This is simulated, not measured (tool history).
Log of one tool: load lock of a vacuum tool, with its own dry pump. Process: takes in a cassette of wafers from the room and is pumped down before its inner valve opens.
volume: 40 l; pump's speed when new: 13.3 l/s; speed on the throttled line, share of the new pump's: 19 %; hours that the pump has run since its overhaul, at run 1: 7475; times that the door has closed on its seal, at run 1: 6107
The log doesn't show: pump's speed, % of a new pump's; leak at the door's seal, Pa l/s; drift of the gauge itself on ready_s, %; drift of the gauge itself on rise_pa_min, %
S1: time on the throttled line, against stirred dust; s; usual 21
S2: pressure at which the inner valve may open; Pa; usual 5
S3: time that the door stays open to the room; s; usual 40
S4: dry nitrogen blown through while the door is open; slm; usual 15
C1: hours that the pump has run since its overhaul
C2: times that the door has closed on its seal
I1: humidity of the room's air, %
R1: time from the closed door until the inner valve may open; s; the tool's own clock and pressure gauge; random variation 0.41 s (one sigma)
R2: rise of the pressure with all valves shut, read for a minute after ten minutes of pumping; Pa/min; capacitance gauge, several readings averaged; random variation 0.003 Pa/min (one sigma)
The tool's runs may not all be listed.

run     hour  S1  S2   S3  S4     C1     C2    I1    R1     R2
  1      0.0  21   5   40  15   7475   6107  44.8  47.9  0.027
  2    554.2  21   5   40  15   8029   6994  43.2  48.0  0.021
  3   1044.4  21   5   40  15   8519   7778  42.7  47.3  0.021
  4   1653.1  21   7   40  15   9128   8751  47.6  46.5  0.023
  5   2230.1  21   7   40  15   9705   9674  45.0  46.6  0.022
  6   2693.3  21   7   40  15  10168  10415  43.0  46.6  0.024
  7   3026.4  21   7   40  15  10501  10947  48.5  46.1  0.028
  8   3493.2  21   7   40  15  10968  11694  41.9  46.4  0.020
  9   4095.1  21   7   40  15  11570  12657  44.3  46.8  0.028
 10   4668.4  21   5   40  15  12143  13573  39.4  47.7  0.019
 11   5033.1  19   5   40  15  12508  14157  46.1  45.4  0.028
 12   5556.3  21   5   40  15  13031  14993  41.5  47.8  0.023
      5810.6  -- dry pump taken out, an overhauled one fitted
 13   5891.9  21   5   40  15     81  15521  41.3  47.7  0.023
 14   6492.2  39   5   40  15    682  16481  43.8  61.6  0.017
 15   6906.7  39   5   40  15   1096  17143  41.0  61.9  0.020
 16   7241.6  39   5  199  15   1431  17679  45.1  61.3  0.070
 17   7608.9  39   5  199  15   1798  18267  44.1  61.7  0.063
 18   8230.3  39   5  199  15   2420  19260  45.4  62.5  0.070
 19   8770.4  27  10   40  15   2960  20124  45.5  50.4  0.022
 20   9189.8  27  10   40  15   3379  20795  43.4  50.3  0.020
 21   9498.6  27  10   40  15   3688  21289  46.5  49.7  0.025
 22   9881.0  21   5   40  42   4070  21900  47.7  47.1  0.011
 23  10492.2  18   5   36  42   4682  22878  43.1  44.8  0.014
 24  11084.5  26   7   61  42   5274  23825  42.2  50.7  0.025
 25  11448.6  15   4   61  15   5638  24407  44.2  43.2  0.030
 26  11965.2  15   4   61  15   6155  25233  42.9  43.3  0.034
 27  12248.0  15   4   61  15   6437  25686  42.2  43.3  0.028
 28  12598.8  15   4   61  15   6788  26247  45.6  43.5  0.027
 29  12908.1  21   6   93  15   7098  26741  46.7  46.9  0.042
 30  13265.7  21   6   93  15   7455  27313  46.4  46.5  0.039
 31  13887.5  30   5  215  20   8077  28308  44.2  54.9  0.059
 32  14367.2  28   8   40  15   8557  29075  45.5  51.4  0.026
 33  14915.4  24   8   40  15   9105  29952  42.3  48.3  0.027
 34  15455.3  24   8  138  25   9645  30815  44.8  47.9  0.037
 35  16063.0  24   5   40   7  10252  31787  47.8  49.5  0.031
 36  16597.0  24   5   40   7  10786  32641  46.1  49.5  0.033

Hidden state at the last listed run before each entry between runs and at the first one after, where it differs:
Between runs 12 and 13: dry pump taken out, an overhauled one fitted (hour 5810.6)
  pump's speed, % of a new pump's: 99.8 -> 100

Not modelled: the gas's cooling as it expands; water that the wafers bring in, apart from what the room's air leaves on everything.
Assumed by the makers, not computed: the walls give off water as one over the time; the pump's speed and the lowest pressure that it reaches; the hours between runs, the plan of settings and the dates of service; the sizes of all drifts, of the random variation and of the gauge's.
